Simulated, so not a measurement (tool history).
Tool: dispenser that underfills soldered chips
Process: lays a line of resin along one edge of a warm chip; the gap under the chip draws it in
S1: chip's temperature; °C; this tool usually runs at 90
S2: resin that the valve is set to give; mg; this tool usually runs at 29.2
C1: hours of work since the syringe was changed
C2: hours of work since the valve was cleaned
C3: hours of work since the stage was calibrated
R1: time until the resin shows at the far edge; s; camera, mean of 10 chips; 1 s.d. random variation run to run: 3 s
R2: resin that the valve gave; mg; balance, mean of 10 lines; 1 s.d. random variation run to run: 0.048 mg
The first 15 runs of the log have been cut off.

| run | hour | S1 | S2 | C1 | C2 | C3 | R1 | R2 |
|---|---|---|---|---|---|---|---|---|
|  | 160.2 | new syringe of resin |
| 16 | 162.5 | 78 | 29.2 | 2 | 13 | 15 | 534.3 | 29.23 |
|  | 174.5 | new syringe of resin |
| 17 | 174.5 | 78 | 29.2 | 0 | 21 | 23 | 485.1 | 29.1 |
| 18 | 183.7 | 94 | 37.7 | 6 | 27 | 29 | 340.8 | 37.59 |
|  | 189.4 | new syringe of resin |
| 19 | 194.6 | 85 | 30.7 | 3 | 34 | 36 | 425.4 | 30.5 |
|  | 204.9 | new syringe of resin |
| 20 | 208.3 | 94 | 29.2 | 2 | 42 | 45 | 283.7 | 28.87 |
|  | 213.7 | dispensing valve cleaned and set on the balance |
|  | 221.1 | new syringe of resin |
| 21 | 222.6 | 83 | 29.2 | 1 | 6 | 53 | 426.1 | 29.15 |
| 22 | 234.2 | 83 | 29.2 | 9 | 13 | 61 | 634.6 | 29.1 |
|  | 235.7 | new syringe of resin |
| 23 | 245.2 | 84 | 34.4 | 6 | 20 | 68 | 508.1 | 34.14 |
|  | 250.7 | new syringe of resin |
| 24 | 253.1 | 97 | 36.9 | 2 | 25 | 73 | 243.2 | 36.55 |
|  | 265.1 | new syringe of resin |
| 25 | 268.2 | 94 | 36.9 | 2 | 35 | 82 | 276 | 36.51 |
| 26 | 278.3 | 85 | 29.2 | 9 | 41 | 89 | 578.7 | 28.77 |

Run 27, settings as shown, results not yet in. Your forecast:
|  | 279.8 | new syringe of resin |
|  | 285.4 | dispensing valve cleaned and set on the balance |
| 27 | 287.3 | 85 | 29.2 | 4 | 1 | 94 | ? | ? |

Run 27 produced R1 455.7 s, R2 29.21 mg.
The same run, on a tool lacking any hidden state, would have yielded R1 371.9 s, R2 29.21 mg.
